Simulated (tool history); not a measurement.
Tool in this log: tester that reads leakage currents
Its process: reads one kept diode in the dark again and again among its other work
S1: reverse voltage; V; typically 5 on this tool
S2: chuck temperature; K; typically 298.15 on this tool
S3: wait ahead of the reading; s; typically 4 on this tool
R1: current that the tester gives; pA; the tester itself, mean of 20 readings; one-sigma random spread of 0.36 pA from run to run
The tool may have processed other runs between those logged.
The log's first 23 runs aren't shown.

run 24 hour=2137.8 | S1=2.12 S2=318.15 S3=7.03 | R1=373.45
run 25 hour=2261.3 | S1=2.12 S2=306.15 S3=0.48 | R1=162.8
run 26 hour=2370.5 | S1=2.97 S2=306.15 S3=2.42 | R1=182.48
run 27 hour=2432.2 | S1=2.97 S2=306.15 S3=2.42 | R1=181.38
run 28 hour=2536.3 | S1=2.97 S2=306.15 S3=2.42 | R1=181.67
run 29 hour=2660.1 | S1=2.97 S2=306.15 S3=2.42 | R1=181.59
run 30 hour=2764.1 | S1=9.84 S2=331.15 S3=2.42 | R1=1466
run 31 hour=2894.3 | S1=2.48 S2=298.15 S3=1.86 | R1=94.39
-- hour=2916.6 probe card cleaned and baked
run 32 hour=2991.3 | S1=11.34 S2=313.15 S3=1.24 | R1=475.8
-- hour=3050.9 chuck's temperature calibrated
run 33 hour=3099.7 | S1=4.76 S2=302.15 S3=1.24 | R1=159.95
run 34 hour=3216.5 | S1=9.8 S2=310.15 S3=3.5 | R1=364.13
run 35 hour=3339.4 | S1=5 S2=310.15 S3=4 | R1=289.02
run 36 hour=3451.4 | S1=11.29 S2=298.15 S3=0.34 | R1=170.41
run 37 hour=3552.5 | S1=1.62 S2=298.15 S3=2.06 | R1=81.25
run 38 hour=3683 | S1=9.04 S2=302.15 S3=4 | R1=200.28
run 39 hour=3820.9 | S1=9.04 S2=302.15 S3=4 | R1=199.33

5 ways to go on from here, each from the tool as it stands after run 39. What would each give?
run A hour=3880.2 | S1=10.36 S2=298.15 S3=3.11 | R1=?
run B hour=3880.2 | S1=1.61 S2=296.15 S3=0.58 | R1=?
run C hour=3880.2 | S1=6.88 S2=299.15 S3=4 | R1=?
run D hour=3880.2 | S1=6.4 S2=302.15 S3=1.03 | R1=?
run E hour=3880.2 | S1=18.47 S2=298.15 S3=9.34 | R1=?

run=A R1=154.94
run=B R1=70.06
run=C R1=145.12
run=D R1=177.37
run=E R1=187.99
Take away the tool's hidden state, keep each run's random variation, and the runs would have read:
run=A R1=154.9
run=B R1=70.05
run=C R1=145.09
run=D R1=177.34
run=E R1=187.93
